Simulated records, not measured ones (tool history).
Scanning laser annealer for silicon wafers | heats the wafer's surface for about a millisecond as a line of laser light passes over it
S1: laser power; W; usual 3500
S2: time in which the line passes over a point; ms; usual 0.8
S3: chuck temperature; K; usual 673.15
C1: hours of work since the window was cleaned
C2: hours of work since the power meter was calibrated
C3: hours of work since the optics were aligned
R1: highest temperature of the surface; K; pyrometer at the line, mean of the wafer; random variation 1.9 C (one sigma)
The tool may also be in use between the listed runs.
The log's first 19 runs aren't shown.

Run 20, day 7.271: usual settings but S3 654.15 K; C1 425; C2 293; C3 117. Result: R1 1333.15 K.
At day 7.567: window over the wafer cleaned.
Run 21, day 7.629: usual settings but S3 654.15 K; C1 1; C2 298; C3 122. Result: R1 1383.15 K.
Run 22, day 7.842: usual settings but S3 654.15 K; C1 5; C2 302; C3 126. Result: R1 1383.15 K.
Run 23, day 8.158: usual settings but S1 3152 W, S2 0.807 ms, S3 661.15 K; C1 11; C2 308; C3 132. Result: R1 1307.15 K.
Run 24, day 8.488: usual settings but S1 3709 W, S2 0.996 ms, S3 637.15 K; C1 17; C2 315; C3 138. Result: R1 1493.15 K.
Run 25, day 8.833: usual settings but S1 3097 W, S2 0.696 ms, S3 664.15 K; C1 24; C2 321; C3 144. Result: R1 1256.15 K.
Run 26, day 9.221: usual settings but S1 3636 W, S2 0.988 ms, S3 664.15 K; C1 31; C2 328; C3 152. Result: R1 1497.15 K.
Run 27, day 9.692: usual settings but S2 0.703 ms; C1 40; C2 337; C3 160. Result: R1 1359.15 K.
Run 28, day 9.892: usual settings but S2 0.767 ms, S3 635.15 K; C1 43; C2 341; C3 164. Result: R1 1346.15 K.
Run 29, day 10.212: usual settings but S1 3627 W, S2 0.767 ms, S3 711.15 K; C1 49; C2 347; C3 170. Result: R1 1454.15 K.
Run 30, day 10.467: usual settings but S1 3627 W, S2 0.767 ms, S3 711.15 K; C1 54; C2 352; C3 175. Result: R1 1454.15 K.
Run 31, day 10.662: usual settings but S1 3627 W, S2 0.767 ms, S3 711.15 K; C1 58; C2 355; C3 179. Result: R1 1451.15 K.
Run 32, day 11.117: usual settings but S1 3538 W, S2 0.924 ms, S3 683.15 K; C1 66; C2 364; C3 187. Result: R1 1461.15 K.
Run 33, day 11.421: usual settings but S1 3739 W, S2 0.877 ms, S3 639.15 K; C1 72; C2 369; C3 193. Result: R1 1452.15 K.
Run 34, day 11.8: usual settings but S1 3160 W, S3 670.15 K; C1 79; C2 377; C3 200. Result: R1 1307.15 K.
Run 35, day 12.062: usual settings but S1 3728 W, S2 0.955 ms, S3 657.15 K; C1 84; C2 381; C3 205. Result: R1 1496.15 K.
Run 36, day 12.521: usual settings but S1 2989 W, S2 0.627 ms, S3 634.15 K; C1 93; C2 390; C3 213. Result: R1 1171.15 K.
Run 37, day 12.867: usual settings but S3 660.15 K; C1 99; C2 396; C3 220. Result: R1 1378.15 K.
Run 38, day 13.338: usual settings but S1 3480 W, S2 0.573 ms, S3 708.15 K; C1 108; C2 405; C3 229. Result: R1 1325.15 K.
Run 39, day 13.621: usual settings but S1 3480 W, S2 0.573 ms, S3 708.15 K; C1 113; C2 411; C3 234. Result: R1 1324.15 K.
Run 40, day 13.983: usual settings but S2 0.941 ms, S3 688.15 K; C1 120; C2 417; C3 241. Result: R1 1454.15 K.
Run 41, day 14.283: usual settings but S1 3262 W, S2 0.654 ms, S3 688.15 K; C1 126; C2 423; C3 246. Result: R1 1294.15 K.

3 ways to go on from here, each from the tool as it stands after run 41. What would each give?
Run A, day 14.55: usual settings but S1 3496 W, S2 0.902 ms, S3 672.15 K; C1 131; C2 428; C3 251. Result: R1 ?.
Run B, day 14.55: usual settings but S1 3788 W, S2 0.888 ms, S3 672.15 K; C1 131; C2 428; C3 251. Result: R1 ?.
Run C, day 14.55: usual settings but S1 3321 W, S2 0.75 ms, S3 669.15 K; C1 131; C2 428; C3 251. Result: R1 ?.

run       R1
  A  1425.15
  B  1494.15
  C  1319.15
Without the tool's hidden state the same runs would have given:
run       R1
  A  1440.15
  B  1511.15
  C  1332.15
